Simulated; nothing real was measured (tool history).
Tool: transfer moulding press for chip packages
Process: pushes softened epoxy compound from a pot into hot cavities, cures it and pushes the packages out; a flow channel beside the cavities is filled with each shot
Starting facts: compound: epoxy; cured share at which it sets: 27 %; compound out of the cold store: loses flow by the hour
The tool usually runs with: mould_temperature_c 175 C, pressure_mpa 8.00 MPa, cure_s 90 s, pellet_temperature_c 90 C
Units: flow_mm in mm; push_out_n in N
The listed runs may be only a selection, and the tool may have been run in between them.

run,hour,mould_temperature_c,pressure_mpa,cure_s,pellet_temperature_c,incoming compound's hours out of the cold store,flow_mm,push_out_n
1,0.0,175,8.00,90,90,27.8,954,914
# hour 9.4: cavities cleaned with cleaning compound and waxed
2,11.4,175,8.00,90,90,18.0,993,1202
3,15.9,175,8.00,90,90,27.7,943,1193
4,25.8,175,8.00,90,90,23.3,972,1175
5,36.1,175,8.00,90,90,37.8,906,1122
6,43.4,175,8.00,90,99,25.2,952,1114
# hour 54.0: cavities cleaned with cleaning compound and waxed
7,55.5,175,8.00,90,99,34.6,912,650
8,64.6,175,8.00,90,90,22.6,959,790
# hour 72.7: cavities cleaned with cleaning compound and waxed, once more
9,75.0,175,8.00,90,90,12.4,1005,764
10,83.0,175,8.00,90,90,46.6,858,771
11,91.8,175,8.00,90,92,35.8,902,843
12,101.1,172,8.00,90,92,20.5,975,1143
13,107.4,172,8.00,80,92,46.8,860,1466
14,112.3,172,8.00,80,92,39.1,892,1475
# hour 117.4: cavities cleaned with cleaning compound and waxed
15,124.2,172,6.86,80,92,19.1,906,1264
16,132.8,180,9.80,105,81,38.6,992,513
17,141.9,177,8.14,90,85,16.4,989,852
18,152.5,177,8.14,90,81,10.3,991,898
# hour 162.6: cavities cleaned with cleaning compound and waxed
19,162.6,177,8.14,90,81,32.6,905,596
20,172.2,175,8.00,90,80,31.5,911,795
21,179.0,175,7.09,90,95,32.4,843,797
22,188.3,175,7.09,90,95,27.5,870,859
23,196.9,181,7.41,90,95,37.0,821,655
24,201.8,175,8.00,94,90,26.3,914,891
# hour 207.3: cavities cleaned with cleaning compound and waxed
25,213.6,175,8.00,90,97,30.2,905,720
# hour 216.9: plunger's sealing rings changed
26,222.6,176,8.00,90,86,26.1,968,778
27,227.6,183,6.44,76,95,14.2,908,766
28,233.5,183,6.35,115,93,36.1,811,512

Selected run-to-run steps in flow_mm, each split into two signed amounts: the part the tool would show with no hidden state at all (from settings, incoming material and random variation), and the remainder, which goes to the hidden state together with any gauge scatter not common to the measured and the hidden-state-free results:
Hidden state at play: true mould temperature over the reading, C; pressure that reaches the compound, % of what is set; grip of the stained cavities, % over clean ones'; drift of the gauge itself on flow_mm, %; drift of the gauge itself on push_out_n, %.
Run 9 -> 10: no setting changed, nothing entered. flow_mm -147 mm: hidden state +4, all else -151.
Run 12 -> 13: cure_s 90 -> 80. flow_mm -115 mm: hidden state +4, all else -119.
Run 23 -> 24: mould_temperature_c 181 -> 175, pressure_mpa 7.41 -> 8.00, cure_s 90 -> 94, pellet_temperature_c 95 -> 90. flow_mm +93 mm: hidden state -8, all else +101.
Run 25 -> 26: mould_temperature_c 175 -> 176, pellet_temperature_c 97 -> 86, plunger's sealing rings changed. flow_mm +63 mm: hidden state +53, all else +10.

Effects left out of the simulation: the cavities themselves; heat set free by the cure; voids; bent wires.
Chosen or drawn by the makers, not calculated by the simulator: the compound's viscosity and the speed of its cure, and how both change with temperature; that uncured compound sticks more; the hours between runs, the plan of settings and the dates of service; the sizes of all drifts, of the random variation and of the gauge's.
